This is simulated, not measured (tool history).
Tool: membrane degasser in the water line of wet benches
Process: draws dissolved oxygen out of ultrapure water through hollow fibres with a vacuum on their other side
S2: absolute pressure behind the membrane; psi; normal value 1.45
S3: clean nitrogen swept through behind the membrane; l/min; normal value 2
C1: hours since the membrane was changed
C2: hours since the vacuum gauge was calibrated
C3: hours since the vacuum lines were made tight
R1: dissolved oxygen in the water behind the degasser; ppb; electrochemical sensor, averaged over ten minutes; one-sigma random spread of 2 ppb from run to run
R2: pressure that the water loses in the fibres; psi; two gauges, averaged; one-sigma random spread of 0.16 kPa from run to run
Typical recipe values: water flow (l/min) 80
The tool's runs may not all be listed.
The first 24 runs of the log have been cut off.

Run 25, hour 3944: usual settings but S2 2.1 psi, S3 1.86 l/min; C1 10083; C2 3014; C3 2966. Result: R1 903.2 ppb, R2 5.218 psi.
Run 26, hour 4112.4: usual settings but water flow (l/min) 126, S3 1.47 l/min; C1 10252; C2 3183; C3 3134. Result: R1 998.7 ppb, R2 8.17 psi.
At hour 4308.2: gauge calibrated.
Run 27, hour 4320.7: usual settings but water flow (l/min) 126, S3 1.47 l/min; C1 10460; C2 3391; C3 3343. Result: R1 990.6 ppb, R2 8.432 psi.
Run 28, hour 4481.4: usual settings but water flow (l/min) 126, S3 1.47 l/min; C1 10621; C2 3551; C3 3503. Result: R1 999.9 ppb, R2 8.409 psi.
Run 29, hour 4693.2: usual settings but S2 3 psi, S3 2.55 l/min; C1 10832; C2 3763; C3 3715. Result: R1 1048.2 ppb, R2 5.311 psi.
Run 30, hour 4824.7: usual settings but S2 3 psi, S3 2.55 l/min; C1 10964; C2 3895; C3 3847. Result: R1 1060.7 ppb, R2 5.321 psi.
Run 31, hour 4942.1: usual settings but S2 3 psi, S3 2.55 l/min; C1 11081; C2 4012; C3 3964. Result: R1 1055.2 ppb, R2 5.359 psi.
At hour 4994.4: vacuum gauge calibrated.
Run 32, hour 5079.4: usual settings but water flow (l/min) 74, S2 1.49 psi, S3 2.55 l/min; C1 11218; C2 85; C3 4101. Result: R1 439.8 ppb, R2 4.915 psi.

Alternative continuations, all from the tool just after run 32; predict every row:
Run A, hour 5192.1: usual settings but S2 3.02 psi; C1 11331; C2 198; C3 4213. Result: R1 ?, R2 ?.
Run B, hour 5192.1: usual settings but water flow (l/min) 106, S2 1.03 psi, S3 1.53 l/min; C1 11331; C2 198; C3 4213. Result: R1 ?, R2 ?.
Run C, hour 5192.1: usual settings but water flow (l/min) 126, S2 1.02 psi; C1 11331; C2 198; C3 4213. Result: R1 ?, R2 ?.
Run D, hour 5192.1: usual settings but water flow (l/min) 84, S2 2.22 psi, S3 1.7 l/min; C1 11331; C2 198; C3 4213. Result: R1 ?, R2 ?.

run      R1     R2
  A  1260.3  5.282
  B   530.1  7.011
  C   535.8  8.361
  D  1058.6  5.593
The same runs, with their run-to-run variation unchanged, on a tool lacking any hidden condition would have given:
run      R1     R2
  A  1260.2  5.307
  B   529.9  7.044
  C   535.5  8.402
  D  1058.5  5.619
